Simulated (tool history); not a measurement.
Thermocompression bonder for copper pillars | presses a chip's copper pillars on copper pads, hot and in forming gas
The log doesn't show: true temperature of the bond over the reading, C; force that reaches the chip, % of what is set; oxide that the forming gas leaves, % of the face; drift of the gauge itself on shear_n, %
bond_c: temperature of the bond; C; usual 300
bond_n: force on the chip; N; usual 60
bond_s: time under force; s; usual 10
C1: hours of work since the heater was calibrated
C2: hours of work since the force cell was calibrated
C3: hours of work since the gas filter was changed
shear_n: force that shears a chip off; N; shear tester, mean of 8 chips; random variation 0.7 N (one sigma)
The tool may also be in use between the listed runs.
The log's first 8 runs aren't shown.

{"run": 9, "hour": 125.3, "bond_c": 300, "bond_n": 60, "bond_s": 10, "C1": 406, "C2": 239, "C3": 73, "shear_n": 65.1}
{"run": 10, "hour": 147.4, "bond_c": 300, "bond_n": 60, "bond_s": 10, "C1": 423, "C2": 256, "C3": 90, "shear_n": 64.9}
{"run": 11, "hour": 166.1, "bond_c": 319, "bond_n": 60, "bond_s": 10, "C1": 438, "C2": 270, "C3": 105, "shear_n": 74.8}
{"run": 12, "hour": 184.8, "bond_c": 300, "bond_n": 60, "bond_s": 10, "C1": 452, "C2": 285, "C3": 119, "shear_n": 63.5}
{"hour": 203.7, "done": "forming gas filter changed"}
{"run": 13, "hour": 207.0, "bond_c": 300, "bond_n": 60, "bond_s": 10, "C1": 469, "C2": 302, "C3": 3, "shear_n": 64.4}
{"run": 14, "hour": 216.8, "bond_c": 300, "bond_n": 60, "bond_s": 5, "C1": 477, "C2": 310, "C3": 10, "shear_n": 48.2}
{"run": 15, "hour": 232.3, "bond_c": 300, "bond_n": 60, "bond_s": 5, "C1": 489, "C2": 322, "C3": 22, "shear_n": 48.5}
{"run": 16, "hour": 248.6, "bond_c": 300, "bond_n": 60, "bond_s": 5, "C1": 502, "C2": 334, "C3": 35, "shear_n": 47.1}
{"run": 17, "hour": 270.9, "bond_c": 300, "bond_n": 60, "bond_s": 27, "C1": 519, "C2": 352, "C3": 52, "shear_n": 90.2}
{"run": 18, "hour": 281.7, "bond_c": 300, "bond_n": 60, "bond_s": 27, "C1": 527, "C2": 360, "C3": 61, "shear_n": 91.6}
{"run": 19, "hour": 299.6, "bond_c": 300, "bond_n": 81, "bond_s": 8, "C1": 541, "C2": 374, "C3": 75, "shear_n": 68.2}
{"run": 20, "hour": 310.0, "bond_c": 322, "bond_n": 60, "bond_s": 5, "C1": 549, "C2": 382, "C3": 83, "shear_n": 59.5}
{"run": 21, "hour": 320.6, "bond_c": 281, "bond_n": 76, "bond_s": 25, "C1": 558, "C2": 391, "C3": 91, "shear_n": 81.6}
{"run": 22, "hour": 340.2, "bond_c": 328, "bond_n": 60, "bond_s": 10, "C1": 573, "C2": 406, "C3": 107, "shear_n": 79.5}
{"run": 23, "hour": 350.8, "bond_c": 328, "bond_n": 60, "bond_s": 10, "C1": 581, "C2": 414, "C3": 115, "shear_n": 80.0}
{"run": 24, "hour": 372.2, "bond_c": 328, "bond_n": 60, "bond_s": 12, "C1": 598, "C2": 431, "C3": 132, "shear_n": 84.9}
{"hour": 375.4, "done": "forming gas filter changed"}
{"run": 25, "hour": 391.6, "bond_c": 328, "bond_n": 60, "bond_s": 12, "C1": 613, "C2": 446, "C3": 13, "shear_n": 83.6}
{"run": 26, "hour": 402.2, "bond_c": 327, "bond_n": 45, "bond_s": 6, "C1": 621, "C2": 454, "C3": 21, "shear_n": 57.6}
{"run": 27, "hour": 413.8, "bond_c": 314, "bond_n": 69, "bond_s": 9, "C1": 630, "C2": 463, "C3": 30, "shear_n": 74.2}
{"run": 28, "hour": 434.4, "bond_c": 314, "bond_n": 69, "bond_s": 9, "C1": 646, "C2": 479, "C3": 46, "shear_n": 72.8}
{"run": 29, "hour": 446.0, "bond_c": 328, "bond_n": 69, "bond_s": 9, "C1": 655, "C2": 488, "C3": 55, "shear_n": 82.1}
{"run": 30, "hour": 456.0, "bond_c": 306, "bond_n": 44, "bond_s": 6, "C1": 663, "C2": 496, "C3": 63, "shear_n": 46.2}
{"run": 31, "hour": 473.9, "bond_c": 327, "bond_n": 60, "bond_s": 25, "C1": 677, "C2": 510, "C3": 77, "shear_n": 104.6}

5 ways to go on from here, each from the tool as it stands after run 31. What would each give?
{"run": "A", "hour": 485.6, "bond_c": 323, "bond_n": 61, "bond_s": 25, "C1": 686, "C2": 519, "C3": 86, "shear_n": "?"}
{"run": "B", "hour": 485.6, "bond_c": 300, "bond_n": 45, "bond_s": 10, "C1": 686, "C2": 519, "C3": 86, "shear_n": "?"}
{"run": "C", "hour": 485.6, "bond_c": 300, "bond_n": 77, "bond_s": 5, "C1": 686, "C2": 519, "C3": 86, "shear_n": "?"}
{"run": "D", "hour": 485.6, "bond_c": 281, "bond_n": 55, "bond_s": 21, "C1": 686, "C2": 519, "C3": 86, "shear_n": "?"}
{"run": "E", "hour": 485.6, "bond_c": 284, "bond_n": 85, "bond_s": 25, "C1": 686, "C2": 519, "C3": 86, "shear_n": "?"}

run=A shear_n=104.7
run=B shear_n=56.8
run=C shear_n=54.5
run=D shear_n=68.3
run=E shear_n=89.4
Without the tool's hidden state the same runs would have given:
run=A shear_n=104.5
run=B shear_n=56.6
run=C shear_n=54.3
run=D shear_n=68.1
run=E shear_n=89.2
